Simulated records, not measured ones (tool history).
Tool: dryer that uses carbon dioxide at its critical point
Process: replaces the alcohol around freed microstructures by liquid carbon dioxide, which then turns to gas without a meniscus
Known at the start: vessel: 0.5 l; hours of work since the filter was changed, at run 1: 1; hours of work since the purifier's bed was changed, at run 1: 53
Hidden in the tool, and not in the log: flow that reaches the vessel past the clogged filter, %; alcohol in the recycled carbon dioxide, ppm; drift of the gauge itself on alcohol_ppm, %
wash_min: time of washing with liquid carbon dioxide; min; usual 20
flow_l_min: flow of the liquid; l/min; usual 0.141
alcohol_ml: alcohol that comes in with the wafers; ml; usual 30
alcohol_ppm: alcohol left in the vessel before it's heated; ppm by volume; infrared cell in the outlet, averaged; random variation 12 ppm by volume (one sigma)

| run | hour | wash_min | flow_l_min | alcohol_ml | hours of work since the filter was changed | hours of work since the purifier's bed was changed | alcohol_ppm |
|---|---|---|---|---|---|---|---|
| 1 | 0.0 | 20 | 0.141 | 30 | 1 | 53 | 720 |
| 2 | 11.3 | 20 | 0.141 | 30 | 9 | 62 | 768 |
| 3 | 23.0 | 20 | 0.141 | 30 | 17 | 70 | 732 |
| 4 | 32.2 | 20 | 0.141 | 82 | 24 | 77 | 2107 |
| 5 | 42.1 | 20 | 0.141 | 82 | 31 | 84 | 2163 |
| 6 | 49.1 | 20 | 0.141 | 30 | 36 | 89 | 807 |
| 7 | 60.2 | 20 | 0.141 | 30 | 44 | 97 | 826 |
| 8 | 70.0 | 20 | 0.141 | 30 | 51 | 104 | 839 |
| 9 | 78.1 | 20 | 0.141 | 88 | 57 | 109 | 2492 |
| 10 | 87.8 | 20 | 0.141 | 88 | 64 | 116 | 2620 |
| 11 | 98.8 | 20 | 0.141 | 88 | 72 | 124 | 2663 |
| 12 | 105.6 | 20 | 0.141 | 88 | 76 | 129 | 2737 |
| 13 | 116.0 | 20 | 0.141 | 79 | 84 | 137 | 2493 |
| 14 | 128.7 | 15 | 0.141 | 30 | 93 | 146 | 2705 |
| 15 | 136.8 | 15 | 0.141 | 23 | 99 | 151 | 2159 |
| 16 | 146.7 | 24 | 0.141 | 23 | 106 | 159 | 370 |
| 17 | 155.0 | 20 | 0.141 | 30 | 112 | 164 | 1057 |
| 18 | 167.5 | 20 | 0.141 | 30 | 121 | 173 | 1114 |
| 19 | 181.1 | 20 | 0.141 | 30 | 130 | 183 | 1130 |
| 20 | 187.9 | 20 | 0.141 | 30 | 135 | 188 | 1144 |
| 21 | 194.3 | 20 | 0.141 | 30 | 140 | 193 | 1142 |
| 22 | 207.0 | 20 | 0.141 | 30 | 149 | 202 | 1218 |
| 23 | 213.4 | 20 | 0.141 | 30 | 154 | 206 | 1229 |
| 24 | 221.2 | 16 | 0.182 | 22 | 159 | 212 | 836 |
|  | 227.6 | inlet filter changed |
| 25 | 228.6 | 30 | 0.126 | 105 | 1 | 216 | 560 |
| 26 | 237.4 | 30 | 0.126 | 105 | 7 | 223 | 591 |
| 27 | 245.3 | 30 | 0.121 | 105 | 13 | 228 | 749 |
| 28 | 258.4 | 22 | 0.218 | 30 | 22 | 238 | 87 |
| 29 | 268.5 | 22 | 0.218 | 30 | 29 | 245 | 75 |
| 30 | 281.1 | 31 | 0.109 | 25 | 38 | 254 | 326 |
| 31 | 287.7 | 20 | 0.141 | 30 | 43 | 259 | 868 |
| 32 | 293.4 | 19 | 0.146 | 22 | 47 | 263 | 681 |
| 33 | 305.4 | 15 | 0.141 | 30 | 56 | 271 | 2514 |
| 34 | 318.3 | 13 | 0.218 | 76 | 65 | 281 | 2341 |
| 35 | 331.2 | 20 | 0.191 | 30 | 74 | 290 | 258 |
| 36 | 341.1 | 20 | 0.141 | 66 | 81 | 297 | 2075 |
| 37 | 354.2 | 28 | 0.142 | 52 | 91 | 306 | 351 |
| 38 | 366.1 | 20 | 0.108 | 30 | 99 | 315 | 2629 |
| 39 | 378.6 | 20 | 0.108 | 30 | 108 | 324 | 2658 |
| 40 | 388.3 | 20 | 0.108 | 30 | 115 | 331 | 2719 |
| 41 | 396.7 | 20 | 0.108 | 30 | 121 | 337 | 2733 |
| 42 | 407.7 | 20 | 0.108 | 30 | 129 | 345 | 2786 |
| 43 | 421.2 | 31 | 0.115 | 30 | 139 | 354 | 442 |
| 44 | 428.7 | 20 | 0.101 | 30 | 144 | 360 | 3551 |
| 45 | 439.9 | 25 | 0.123 | 30 | 152 | 368 | 899 |
| 46 | 448.2 | 19 | 0.123 | 94 | 158 | 374 | 7165 |

Measured less the same run without the tool's hidden state. The same run-to-run variation is in both; the gauge's scatter may not be:
| run | alcohol_ppm |
|---|---|
| 1 | +20 |
| 2 | +42 |
| 3 | +57 |
| 4 | +194 |
| 5 | +250 |
| 6 | +111 |
| 7 | +131 |
| 8 | +148 |
| 9 | +461 |
| 10 | +539 |
| 11 | +607 |
| 12 | +658 |
| 13 | +649 |
| 14 | +600 |
| 15 | +509 |
| 16 | +145 |
| 17 | +356 |
| 18 | +397 |
| 19 | +429 |
| 20 | +447 |
| 21 | +455 |
| 22 | +506 |
| 23 | +523 |
| 24 | +379 |
| 25 | +38 |
| 26 | +55 |
| 27 | +78 |
| 28 | +44 |
| 29 | +46 |
| 30 | +84 |
| 31 | +156 |
| 32 | +137 |
| 33 | +379 |
| 34 | +510 |
| 35 | +107 |
| 36 | +546 |
| 37 | +157 |
| 38 | +641 |
| 39 | +698 |
| 40 | +749 |
| 41 | +787 |
| 42 | +844 |
| 43 | +232 |
| 44 | +1104 |
| 45 | +421 |
| 46 | +2631 |
